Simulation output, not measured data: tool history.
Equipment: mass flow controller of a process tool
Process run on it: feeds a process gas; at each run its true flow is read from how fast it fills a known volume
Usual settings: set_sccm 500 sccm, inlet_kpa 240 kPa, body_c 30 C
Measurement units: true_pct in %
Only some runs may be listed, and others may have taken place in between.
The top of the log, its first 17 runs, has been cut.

Run 18, hour 2391: usual settings but set_sccm 892 sccm, inlet_kpa 228 kPa, body_c 21 C. Result: true_pct 100.23 %.
Run 19, hour 2506.1: usual settings but set_sccm 693 sccm, inlet_kpa 273 kPa, body_c 35 C. Result: true_pct 98.34 %.
Run 20, hour 2712.1: usual settings but set_sccm 693 sccm, inlet_kpa 273 kPa, body_c 35 C. Result: true_pct 98.42 %.
Run 21, hour 2813.1: usual settings but set_sccm 203 sccm, inlet_kpa 276 kPa. Result: true_pct 98.58 %.
Run 22, hour 2970.9: usual settings but inlet_kpa 221 kPa. Result: true_pct 98.77 %.
Run 23, hour 3129.6: usual settings but set_sccm 933 sccm, body_c 23 C. Result: true_pct 99.94 %.
Run 24, hour 3242.6: usual settings but set_sccm 933 sccm, body_c 23 C. Result: true_pct 100.03 %.
Run 25, hour 3407.1: usual settings but inlet_kpa 193 kPa, body_c 26 C. Result: true_pct 99.34 %.
Run 26, hour 3573.7: usual settings but inlet_kpa 193 kPa, body_c 26 C. Result: true_pct 99.47 %.
Run 27, hour 3718: usual settings but inlet_kpa 193 kPa, body_c 26 C. Result: true_pct 99.54 %.
Run 28, hour 3848.4: usual settings but set_sccm 831 sccm, inlet_kpa 252 kPa, body_c 20 C. Result: true_pct 100.14 %.
Run 29, hour 3961.8: usual settings but set_sccm 933 sccm, inlet_kpa 228 kPa, body_c 20 C. Result: true_pct 100.41 %.
Run 30, hour 4068.8: usual settings but set_sccm 933 sccm, inlet_kpa 264 kPa, body_c 28 C. Result: true_pct 99.62 %.
Run 31, hour 4177.4: usual settings but set_sccm 933 sccm, inlet_kpa 264 kPa, body_c 28 C. Result: true_pct 99.32 %.
Run 32, hour 4285.2: usual settings but set_sccm 933 sccm, inlet_kpa 264 kPa, body_c 28 C. Result: true_pct 99.37 %.
Run 33, hour 4421.3: usual settings but set_sccm 312 sccm, inlet_kpa 210 kPa, body_c 27 C. Result: true_pct 99.24 %.

5 options for the next run, each taken on its own from the tool as it stands now. Forecast them:
Run A, hour 4563.6: usual settings but set_sccm 243 sccm, inlet_kpa 196 kPa, body_c 24 C. Result: true_pct ?.
Run B, hour 4563.6: usual settings but set_sccm 163 sccm, body_c 33 C. Result: true_pct ?.
Run C, hour 4563.6: usual settings but body_c 27 C. Result: true_pct ?.
Run D, hour 4563.6: usual settings but set_sccm 321 sccm, inlet_kpa 159 kPa, body_c 35 C. Result: true_pct ?.
Run E, hour 4563.6: usual settings but set_sccm 363 sccm, body_c 21 C. Result: true_pct ?.

run  true_pct
  A     99.53
  B     98.17
  C      99.2
  D     98.38
  E     99.87
With no hidden state in the tool, these same runs would have given:
run  true_pct
  A     99.51
  B     98.14
  C     99.21
  D     98.38
  E     99.87
